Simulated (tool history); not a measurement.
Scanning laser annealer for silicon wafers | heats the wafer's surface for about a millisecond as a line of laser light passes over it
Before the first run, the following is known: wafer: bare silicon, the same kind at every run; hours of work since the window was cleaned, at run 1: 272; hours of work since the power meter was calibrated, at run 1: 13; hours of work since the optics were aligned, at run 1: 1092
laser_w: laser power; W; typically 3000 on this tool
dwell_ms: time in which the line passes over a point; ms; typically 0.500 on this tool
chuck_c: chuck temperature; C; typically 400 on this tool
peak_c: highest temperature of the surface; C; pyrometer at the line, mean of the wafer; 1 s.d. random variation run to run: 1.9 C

run,hour,laser_w,dwell_ms,chuck_c,hours of work since the window was cleaned,hours of work since the power meter was calibrated,hours of work since the optics were aligned,peak_c
1,0.0,3000,0.500,400,272,13,1092,1065
2,18.3,3000,0.500,400,280,21,1100,1066
3,35.7,3000,0.500,409,287,29,1108,1076
4,57.6,3000,0.500,409,297,39,1117,1075
5,73.3,3275,0.500,400,304,46,1124,1136
# hour 82.6: optics aligned, line set to its width
6,91.9,3000,0.500,400,310,52,4,1074
7,112.6,3000,0.500,400,319,61,13,1072
8,127.1,3000,0.483,400,325,67,20,1057
9,142.0,3000,0.483,400,332,74,26,1060
10,158.5,3000,0.483,400,339,81,33,1056
11,172.3,3000,0.483,400,345,87,39,1058
# hour 175.9: window over the wafer cleaned
12,188.7,3000,0.372,400,6,93,46,963
13,208.9,3268,0.500,400,14,102,55,1130
14,224.2,3268,0.500,378,21,109,61,1108
15,240.0,3268,0.500,378,28,116,68,1103
16,261.9,3000,0.502,400,38,125,78,1054
# hour 283.5: window over the wafer cleaned, once more
17,286.0,3000,0.502,400,1,135,88,1092
18,311.5,3000,0.502,400,12,146,99,1094
19,334.8,3143,0.500,400,23,157,109,1128
20,355.7,3143,0.500,400,32,166,118,1132
21,375.6,3143,0.500,400,40,175,127,1130
22,400.0,3000,0.570,421,51,185,138,1159
23,412.5,3245,0.500,414,57,191,143,1166
24,436.7,2722,0.500,414,67,201,154,1029
25,456.6,2620,0.488,400,76,210,163,976
26,479.5,2620,0.488,400,86,220,173,980
27,493.1,2620,0.488,400,92,226,179,977
28,515.7,2936,0.467,407,102,236,189,1051
29,536.4,2936,0.467,407,111,245,198,1053
30,552.5,3088,0.398,404,118,252,205,1030
31,573.2,2711,0.355,400,127,261,214,907
32,585.5,2657,0.355,412,133,267,219,908
33,608.1,2657,0.355,412,143,277,229,907
34,619.4,3034,0.520,400,148,282,234,1102
35,637.5,2861,0.450,386,156,290,242,996

Hidden state at the last listed run before each entry between runs and at the first one after, where it differs:
From run 5 to run 6: optics aligned, line set to its width (hour 82.6)
  light that passes the window, % of a clean one's: 97.05 -> 97; laser's true power over the reading, %: -0.64 -> -0.65; width of the line over the set one, %: 2.15 -> 0.18
  measured less the result without the state, peak_c: -43 -> -31 C
From run 11 to run 12: window over the wafer cleaned (hour 175.9)
  light that passes the window, % of a clean one's: 96.68 -> 95.46; width of the line over the set one, %: 0.24 -> 0.25
  measured less the result without the state, peak_c: -33 -> -37 C
From run 16 to run 17: window over the wafer cleaned, once more (hour 283.5)
  light that passes the window, % of a clean one's: 95.17 -> 99.65; width of the line over the set one, %: 0.3 -> 0.32
  measured less the result without the state, peak_c: -47 -> -10 C

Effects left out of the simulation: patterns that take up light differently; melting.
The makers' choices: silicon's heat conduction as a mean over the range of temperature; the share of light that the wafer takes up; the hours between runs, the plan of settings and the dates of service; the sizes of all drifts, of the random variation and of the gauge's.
